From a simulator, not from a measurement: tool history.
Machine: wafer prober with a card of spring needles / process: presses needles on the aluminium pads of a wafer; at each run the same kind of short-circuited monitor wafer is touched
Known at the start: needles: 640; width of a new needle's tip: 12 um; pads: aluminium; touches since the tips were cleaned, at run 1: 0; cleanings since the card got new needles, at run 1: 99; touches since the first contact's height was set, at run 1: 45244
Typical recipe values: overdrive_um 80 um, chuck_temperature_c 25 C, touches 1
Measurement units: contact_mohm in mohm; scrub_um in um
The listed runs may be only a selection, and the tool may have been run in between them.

| run | day | overdrive_um | chuck_temperature_c | touches | touches since the tips were cleaned | cleanings since the card got new needles | touches since the first contact's height was set | contact_mohm | scrub_um |
|---|---|---|---|---|---|---|---|---|---|
| 1 | 0.000 | 80 | 25 | 1 | 0 | 99 | 45244 | 259 | 14.00 |
|  | 0.908 | tips cleaned on abrasive film |
|  | 1.862 | tips cleaned on abrasive film |
| 2 | 1.946 | 80 | 25 | 1 | 747 | 101 | 62781 | 265 | 13.91 |
|  | 2.704 | tips cleaned on abrasive film |
| 3 | 3.258 | 80 | 25 | 1 | 5008 | 102 | 74594 | 283 | 13.92 |
|  | 3.617 | tips cleaned on abrasive film |
|  | 4.579 | tips cleaned on abrasive film |
| 4 | 5.275 | 80 | 25 | 2 | 6295 | 104 | 92776 | 276 | 13.89 |
|  | 5.450 | tips cleaned on abrasive film |
|  | 5.462 | height of the first contact set anew |
|  | 6.433 | tips cleaned on abrasive film |
|  | 7.362 | tips cleaned on abrasive film |
| 5 | 7.496 | 80 | 25 | 2 | 1206 | 107 | 18322 | 266 | 14.03 |
|  | 8.362 | tips cleaned on abrasive film |
|  | 9.296 | tips cleaned on abrasive film |
| 6 | 10.054 | 80 | 25 | 2 | 6876 | 109 | 41394 | 275 | 14.02 |
|  | 10.267 | tips cleaned on abrasive film |
|  | 11.108 | tips cleaned on abrasive film |
| 7 | 11.829 | 80 | 25 | 1 | 6548 | 111 | 57379 | 285 | 13.95 |
|  | 12.042 | tips cleaned on abrasive film |
|  | 12.879 | tips cleaned on abrasive film |
|  | 13.758 | tips cleaned on abrasive film |
| 8 | 13.758 | 80 | 25 | 1 | 0 | 114 | 74702 | 258 | 13.92 |
|  | 14.608 | tips cleaned on abrasive film |
|  | 15.525 | tips cleaned on abrasive film |
|  | 15.912 | height of the first contact set anew |
| 9 | 16.029 | 70 | 25 | 1 | 4443 | 116 | 1068 | 289 | 12.35 |
|  | 16.483 | tips cleaned on abrasive film |
| 10 | 17.179 | 79 | 25 | 1 | 6294 | 117 | 11422 | 289 | 13.89 |
|  | 17.358 | tips cleaned on abrasive film |
|  | 18.300 | tips cleaned on abrasive film |
|  | 19.271 | tips cleaned on abrasive film |
| 11 | 19.654 | 80 | 53 | 1 | 3487 | 120 | 33715 | 287 | 14.01 |
|  | 20.175 | tips cleaned on abrasive film |
|  | 21.033 | tips cleaned on abrasive film |
| 12 | 21.479 | 80 | 53 | 1 | 4048 | 122 | 50157 | 289 | 13.99 |
|  | 21.900 | tips cleaned on abrasive film |
|  | 22.792 | tips cleaned on abrasive film |
| 13 | 22.888 | 80 | 53 | 1 | 855 | 124 | 62794 | 276 | 13.95 |
|  | 23.650 | tips cleaned on abrasive film |
| 14 | 24.050 | 80 | 53 | 1 | 3633 | 125 | 73298 | 288 | 13.92 |
|  | 24.558 | tips cleaned on abrasive film |
|  | 25.508 | tips cleaned on abrasive film |
| 15 | 25.775 | 80 | 102 | 3 | 2405 | 127 | 88812 | 287 | 13.92 |
|  | 26.346 | height of the first contact set anew |
|  | 26.483 | tips cleaned on abrasive film |
|  | 27.467 | tips cleaned on abrasive film |
| 16 | 27.688 | 61 | 25 | 1 | 1987 | 129 | 12041 | 288 | 10.71 |
|  | 28.417 | tips cleaned on abrasive film |
|  | 29.396 | tips cleaned on abrasive film |
| 17 | 29.796 | 80 | 25 | 1 | 3600 | 131 | 31035 | 282 | 14.00 |
|  | 30.312 | tips cleaned on abrasive film |
|  | 31.196 | tips cleaned on abrasive film |
|  | 32.104 | tips cleaned on abrasive film |
| 18 | 32.129 | 80 | 25 | 1 | 192 | 134 | 52023 | 257 | 13.96 |
|  | 33.008 | tips cleaned on abrasive film |
|  | 33.983 | tips cleaned on abrasive film |
| 19 | 34.696 | 79 | 25 | 3 | 6438 | 136 | 75192 | 267 | 13.77 |
|  | 34.917 | tips cleaned on abrasive film |
|  | 35.862 | tips cleaned on abrasive film |
| 20 | 36.575 | 79 | 25 | 3 | 6443 | 138 | 92124 | 269 | 13.73 |
|  | 36.788 | tips cleaned on abrasive film |
|  | 36.800 | height of the first contact set anew |
|  | 37.725 | tips cleaned on abrasive film |
|  | 38.579 | tips cleaned on abrasive film |
| 21 | 38.617 | 80 | 90 | 2 | 323 | 141 | 16353 | 279 | 14.04 |
|  | 39.517 | tips cleaned on abrasive film |
|  | 40.408 | tips cleaned on abrasive film |
| 22 | 40.408 | 74 | 104 | 2 | 0 | 143 | 32521 | 279 | 12.94 |
|  | 41.392 | tips cleaned on abrasive film |
|  | 42.312 | tips cleaned on abrasive film |
| 23 | 42.688 | 85 | 25 | 1 | 3387 | 145 | 53036 | 281 | 14.87 |
|  | 43.221 | tips cleaned on abrasive film |
|  | 44.083 | tips cleaned on abrasive film |
| 24 | 44.504 | 89 | 94 | 1 | 3815 | 147 | 69417 | 294 | 15.52 |
|  | 45.071 | tips cleaned on abrasive film |
|  | 46.062 | tips cleaned on abrasive film |
|  | 46.954 | tips cleaned on abrasive film |
| 25 | 46.954 | 89 | 94 | 2 | 0 | 150 | 91441 | 282 | 15.45 |
|  | 47.304 | height of the first contact set anew |
|  | 47.825 | tips cleaned on abrasive film |
| 26 | 48.208 | 80 | 34 | 2 | 3458 | 151 | 8126 | 272 | 14.08 |
|  | 48.712 | tips cleaned on abrasive film |
|  | 49.662 | tips cleaned on abrasive film |
| 27 | 50.371 | 89 | 115 | 2 | 6406 | 153 | 27620 | 298 | 15.63 |
|  | 50.583 | tips cleaned on abrasive film |
|  | 51.479 | tips cleaned on abrasive film |
| 28 | 52.192 | 89 | 36 | 2 | 6442 | 155 | 44000 | 275 | 15.57 |

Below, some changes in contact_mohm between adjacent runs. For each, the amount present without the hidden state too (settings, incoming material, random variation) and the amount remaining for the hidden state with gauge scatter not shared by both compared results:
Hidden state at play: debris on the tips, nm; way that the needles fall short of the set height, um; tips' diameter, um; drift of the gauge itself on contact_mohm, %; drift of the gauge itself on scrub_um, %.
Run 7 -> 8: tips cleaned on abrasive film, tips cleaned on abrasive film, tips cleaned on abrasive film. contact_mohm -27 mohm: hidden state -29, all else +2.
Run 8 -> 9: overdrive_um 80 -> 70, tips cleaned on abrasive film, tips cleaned on abrasive film, height of the first contact set anew. contact_mohm +31 mohm: hidden state +33, all else -2.

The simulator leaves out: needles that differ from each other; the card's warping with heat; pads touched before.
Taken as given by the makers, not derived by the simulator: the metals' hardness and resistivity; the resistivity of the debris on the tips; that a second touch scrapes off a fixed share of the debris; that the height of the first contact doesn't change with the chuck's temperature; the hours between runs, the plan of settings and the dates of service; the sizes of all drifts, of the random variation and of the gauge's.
